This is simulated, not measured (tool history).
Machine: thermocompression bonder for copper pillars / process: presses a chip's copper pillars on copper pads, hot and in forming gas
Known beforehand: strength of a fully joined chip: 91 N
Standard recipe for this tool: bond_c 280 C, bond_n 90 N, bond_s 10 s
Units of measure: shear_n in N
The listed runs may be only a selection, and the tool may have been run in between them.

Run 1, hour 0: usual settings. Result: shear_n 35 N.
Run 2, hour 11.2: usual settings. Result: shear_n 33.9 N.
Run 3, hour 23.6: usual settings but bond_c 290 C. Result: shear_n 40.7 N.
Run 4, hour 41.5: usual settings but bond_c 290 C. Result: shear_n 40.1 N.
Run 5, hour 50.7: usual settings but bond_c 290 C. Result: shear_n 39.3 N.
Run 6, hour 65.4: usual settings. Result: shear_n 35.8 N.
Run 7, hour 82.4: usual settings but bond_c 268 C. Result: shear_n 27.2 N.
Run 8, hour 91: usual settings but bond_c 268 C. Result: shear_n 27.2 N.
At hour 94.4: heater calibrated with a thermocouple chip.
Run 9, hour 101.7: usual settings but bond_c 268 C. Result: shear_n 24.6 N.
Run 10, hour 110.3: usual settings but bond_s 12 s. Result: shear_n 33.7 N.
Run 11, hour 118.5: usual settings but bond_n 104 N. Result: shear_n 36.6 N.
Run 12, hour 128.6: usual settings but bond_n 86 N. Result: shear_n 29.6 N.
At hour 135.1: heater calibrated with a thermocouple chip, once more.
Run 13, hour 144.5: usual settings but bond_n 86 N. Result: shear_n 36.6 N.
Run 14, hour 162.2: usual settings but bond_n 86 N. Result: shear_n 35.9 N.
Run 15, hour 170.4: usual settings but bond_n 86 N. Result: shear_n 36.4 N.
Run 16, hour 178: usual settings but bond_n 86 N. Result: shear_n 35.5 N.
Run 17, hour 195.4: usual settings but bond_n 86 N. Result: shear_n 35.9 N.
Run 18, hour 212: usual settings but bond_c 267 C, bond_s 7 s. Result: shear_n 26.1 N.
Run 19, hour 227.5: usual settings but bond_c 267 C, bond_s 7 s. Result: shear_n 25.8 N.
Run 20, hour 241: usual settings but bond_c 267 C, bond_n 133 N, bond_s 7 s. Result: shear_n 37 N.
Run 21, hour 251.1: usual settings but bond_c 267 C, bond_n 133 N, bond_s 7 s. Result: shear_n 36.8 N.
Run 22, hour 260.3: usual settings but bond_c 293 C, bond_s 9 s. Result: shear_n 43.1 N.

Run 23 has not been measured yet. What should we expect?
Run 23, hour 274.1: usual settings but bond_c 293 C. Result: shear_n ?.

Run 23 measured shear_n 43.4 N.
Minus the tool's unlogged condition, the same run would have read shear_n 48.3 N.
